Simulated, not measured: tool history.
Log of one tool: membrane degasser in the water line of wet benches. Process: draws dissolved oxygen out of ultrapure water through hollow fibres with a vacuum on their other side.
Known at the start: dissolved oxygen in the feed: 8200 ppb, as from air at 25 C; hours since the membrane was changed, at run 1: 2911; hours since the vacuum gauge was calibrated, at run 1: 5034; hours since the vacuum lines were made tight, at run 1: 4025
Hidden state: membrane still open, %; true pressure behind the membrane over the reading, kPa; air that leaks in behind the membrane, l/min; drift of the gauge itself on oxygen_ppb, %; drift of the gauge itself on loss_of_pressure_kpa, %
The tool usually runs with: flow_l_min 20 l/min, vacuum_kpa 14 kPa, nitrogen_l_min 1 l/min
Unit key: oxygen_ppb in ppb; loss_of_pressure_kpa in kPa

run	hour	flow_l_min	vacuum_kpa	nitrogen_l_min	hours since the membrane was changed	hours since the vacuum gauge was calibrated	hours since the vacuum lines were made tight	oxygen_ppb	loss_of_pressure_kpa
1	0	20	14	1	2911	5034	4025	482.2	36.35
2	51.3	16	14	1	2962	5085	4076	392	29.66
3	107.3	16	14	1	3018	5141	4132	390.4	29.27
4	177.8	16	14	1	3089	5212	4203	387.6	29.61
5	212.8	16	14	1	3124	5247	4238	391.2	29.71
6	284.8	20	14	0.74	3196	5319	4310	610.4	36.83
7	327.8	20	14	0.74	3239	5362	4353	608.7	36.95
8	381.4	20	14	1	3292	5415	4406	480.9	36.84
9	443.4	20	14	1	3354	5477	4468	479.6	36.7
10	485.8	20	14	1	3397	5520	4511	481.6	36.78
11	541.5	25	14	1	3452	5575	4566	605.3	45.89
12	599.7	25	14	1	3510	5633	4625	600.7	45.81
13	638.8	25	14	1	3550	5673	4664	605.9	45.86
14	683	25	26.6	1	3594	5717	4708	1165	46.26
15	751.2	25	26.6	1	3662	5785	4776	1170.6	46.19
16	821.4	20	15.6	0.6	3732	5855	4846	818.7	37.01
17	889	20	15.6	0.6	3800	5923	4914	821.7	36.75
18	924	29	16.6	1.47	3835	5958	4949	644.4	53.17
19	990	30	14	0.41	3901	6024	5015	1312.5	55.2
# hour 995.5: vacuum gauge calibrated
20	1030.4	30	14	0.41	3941	35	5055	1321.3	55.79
21	1091.2	13	34.6	1	4001	96	5115	872.3	24.07
22	1150.2	16	25.6	1	4060	155	5175	767.8	29.46
23	1224	14	9.9	0.91	4134	228	5248	246.2	25.87
24	1306.4	14	14	0.46	4217	311	5331	672	25.86
# hour 1338.7: vacuum gauge calibrated, once more
25	1385.4	14	14	0.46	4295	47	5409	652.9	26.04
26	1464.9	14	11	0.46	4375	126	5489	480.6	25.94
27	1511.9	25	13.3	0.94	4422	173	5536	583.3	46.49
28	1567.4	25	13.3	0.94	4477	229	5591	593.9	46.29
29	1606.7	32	13.3	2.85	4516	268	5630	387.7	59.43

How the hidden state differs across the entries between the runs, from the last listed run before each to the first after it:
In the gap between runs 19 and 20: vacuum gauge calibrated (hour 995.5)
  true pressure behind the membrane over the reading, kPa: 0.23 -> 0.34
  what was measured, less what the result would be without the hidden state, oxygen_ppb: +27.5 -> +38 ppb; loss_of_pressure_kpa: +1.17 -> +1.18 kPa
In the gap between runs 24 and 25: vacuum gauge calibrated, once more (hour 1338.7)
  true pressure behind the membrane over the reading, kPa: 0.35 -> -0.01; air that leaks in behind the membrane, l/min: 0.0068 -> 0.0069
  what was measured, less what the result would be without the hidden state, oxygen_ppb: +21.8 -> +1.6 ppb; loss_of_pressure_kpa: +0.59 -> +0.6 kPa
